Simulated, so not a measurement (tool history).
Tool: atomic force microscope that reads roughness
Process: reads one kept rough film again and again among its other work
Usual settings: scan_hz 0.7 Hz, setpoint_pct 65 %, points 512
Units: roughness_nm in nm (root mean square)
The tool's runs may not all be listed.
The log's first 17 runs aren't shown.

{"run": 18, "hour": 220.5, "scan_hz": 0.7, "setpoint_pct": 65, "points": 512, "roughness_nm": 2.759}
{"run": 19, "hour": 230.7, "scan_hz": 0.7, "setpoint_pct": 65, "points": 512, "roughness_nm": 2.682}
{"hour": 242.2, "done": "new tip fitted"}
{"run": 20, "hour": 249.3, "scan_hz": 0.7, "setpoint_pct": 65, "points": 512, "roughness_nm": 4.296}
{"run": 21, "hour": 262.8, "scan_hz": 1.581, "setpoint_pct": 59, "points": 639, "roughness_nm": 4.076}
{"run": 22, "hour": 280.3, "scan_hz": 1.581, "setpoint_pct": 65, "points": 639, "roughness_nm": 3.77}
{"run": 23, "hour": 293.7, "scan_hz": 2.716, "setpoint_pct": 65, "points": 512, "roughness_nm": 3.466}
{"run": 24, "hour": 309.1, "scan_hz": 1.218, "setpoint_pct": 57, "points": 549, "roughness_nm": 3.564}
{"run": 25, "hour": 325.6, "scan_hz": 1.218, "setpoint_pct": 57, "points": 549, "roughness_nm": 3.401}
{"run": 26, "hour": 335.0, "scan_hz": 1.281, "setpoint_pct": 69, "points": 877, "roughness_nm": 3.227}
{"run": 27, "hour": 350.7, "scan_hz": 0.698, "setpoint_pct": 80, "points": 416, "roughness_nm": 3.037}
{"run": 28, "hour": 368.3, "scan_hz": 0.698, "setpoint_pct": 80, "points": 416, "roughness_nm": 2.92}
{"run": 29, "hour": 382.4, "scan_hz": 3.992, "setpoint_pct": 65, "points": 323, "roughness_nm": 2.586}
{"run": 30, "hour": 393.4, "scan_hz": 0.7, "setpoint_pct": 88, "points": 512, "roughness_nm": 2.693}

Run 31 comes next. What will it give?
{"run": 31, "hour": 410.6, "scan_hz": 1.169, "setpoint_pct": 88, "points": 529, "roughness_nm": "?"}

{"run 31": {"roughness_nm": 2.433}}
Without the tool's hidden state the same run would have given roughness_nm 3.984 nm (root mean square).

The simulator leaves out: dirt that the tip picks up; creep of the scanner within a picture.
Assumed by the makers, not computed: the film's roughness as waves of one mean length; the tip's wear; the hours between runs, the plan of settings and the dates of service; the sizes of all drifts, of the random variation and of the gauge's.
